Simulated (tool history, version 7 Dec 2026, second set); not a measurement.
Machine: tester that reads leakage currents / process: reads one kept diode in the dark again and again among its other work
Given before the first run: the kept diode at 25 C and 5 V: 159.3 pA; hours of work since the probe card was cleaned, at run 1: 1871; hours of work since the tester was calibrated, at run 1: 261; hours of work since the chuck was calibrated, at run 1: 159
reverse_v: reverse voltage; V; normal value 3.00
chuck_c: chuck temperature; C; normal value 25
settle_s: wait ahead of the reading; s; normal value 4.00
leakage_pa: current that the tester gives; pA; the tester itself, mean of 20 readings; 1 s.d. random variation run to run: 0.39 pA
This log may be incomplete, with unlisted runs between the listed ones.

run,hour,reverse_v,chuck_c,settle_s,hours of work since the probe card was cleaned,hours of work since the tester was calibrated,hours of work since the chuck was calibrated,leakage_pa
1,0.0,3.00,25,4.00,1871,261,159,130.14
2,57.5,7.64,25,4.00,1909,299,197,196.62
3,102.3,7.64,25,4.00,1939,329,227,197.55
4,147.3,3.00,25,4.00,1969,359,257,130.88
5,235.4,3.00,25,4.00,2027,417,315,130.65
6,308.9,17.03,25,4.00,2076,466,364,283.38
7,405.3,17.03,25,4.00,2140,530,428,282.97
8,450.3,17.03,25,4.00,2170,559,457,283.14
9,528.0,17.03,25,4.00,2221,611,509,286.21
10,598.9,17.03,25,4.00,2268,658,556,286.85
11,699.1,3.00,25,4.91,2334,724,622,132.65
12,752.4,3.00,25,4.91,2370,759,657,132.43
13,841.8,3.00,25,4.91,2429,819,717,133.25
14,906.0,3.00,25,4.91,2471,861,759,134.32
15,981.8,3.00,25,4.91,2522,911,809,133.19
16,1037.8,3.00,25,4.91,2559,948,846,134.38
17,1132.5,3.00,57,4.91,2621,1011,909,1086.63
18,1217.9,3.00,57,4.91,2678,1068,966,1083.25
19,1274.6,3.00,57,4.91,2715,1105,1003,1084.60
20,1368.8,3.00,25,4.00,2778,1168,1066,135.65
21,1418.6,3.00,38,4.00,2811,1201,1099,331.13
22,1494.9,9.10,33,0.31,2861,1251,1149,389.77
23,1580.3,1.49,22,1.36,2918,1308,1206,80.81
24,1677.7,1.49,22,1.36,2982,1372,1270,81.59
25,1756.3,11.56,25,0.48,3034,1424,1322,255.07
26,1797.9,3.00,58,7.95,3062,1452,1350,1169.47
# hour 1862.6: probe card cleaned and baked
27,1862.6,1.41,25,4.00,0,1493,1391,97.12
28,1947.7,5.04,22,5.78,56,1549,1447,133.56
29,1988.6,13.27,25,1.07,83,1576,1474,252.08
30,2053.8,2.01,47,0.43,127,1619,1517,503.65
31,2124.4,3.00,25,1.00,173,1666,1564,135.40
# hour 2153.4: chuck's temperature calibrated
32,2211.3,1.21,39,0.80,230,1722,38,240.12
33,2263.2,1.21,49,1.57,264,1757,73,454.81
34,2314.9,1.05,47,1.88,298,1791,107,378.72
35,2411.5,3.00,32,0.32,362,1855,171,221.15
36,2500.8,3.00,32,0.32,421,1914,230,221.10
37,2581.1,2.82,34,1.69,474,1967,283,247.07
38,2624.6,12.97,50,4.00,503,1996,312,1338.95
39,2688.5,2.93,23,1.39,546,2038,354,114.95
40,2739.6,2.93,23,1.39,579,2072,388,115.49
41,2831.4,2.93,23,1.39,640,2133,449,116.66

For some of the steps in leakage_pa from one run to the next: how much would appear even if the tool had no hidden state, given the settings, what came in and random variation, and how much remains for the hidden state plus any gauge scatter that the measured result and the result without hidden state don't share?
What the log doesn't record here: stray current of the dirty probe card, pA a volt; current scale over the true one, %; true chuck temperature over the reading, C; drift of the gauge itself on leakage_pa, %.
Run 26 -> 27: reverse_v 3.00 -> 1.41, chuck_c 58 -> 25, settle_s 7.95 -> 4.00, probe card cleaned and baked. leakage_pa -1072.35 pA: hidden state -36.40, all else -1035.95.
Run 37 -> 38: reverse_v 2.82 -> 12.97, chuck_c 34 -> 50, settle_s 1.69 -> 4.00. leakage_pa +1091.88 pA: hidden state +39.93, all else +1051.95.
Run 38 -> 39: reverse_v 12.97 -> 2.93, chuck_c 50 -> 23, settle_s 4.00 -> 1.39. leakage_pa -1224.00 pA: hidden state -44.18, all else -1179.82.

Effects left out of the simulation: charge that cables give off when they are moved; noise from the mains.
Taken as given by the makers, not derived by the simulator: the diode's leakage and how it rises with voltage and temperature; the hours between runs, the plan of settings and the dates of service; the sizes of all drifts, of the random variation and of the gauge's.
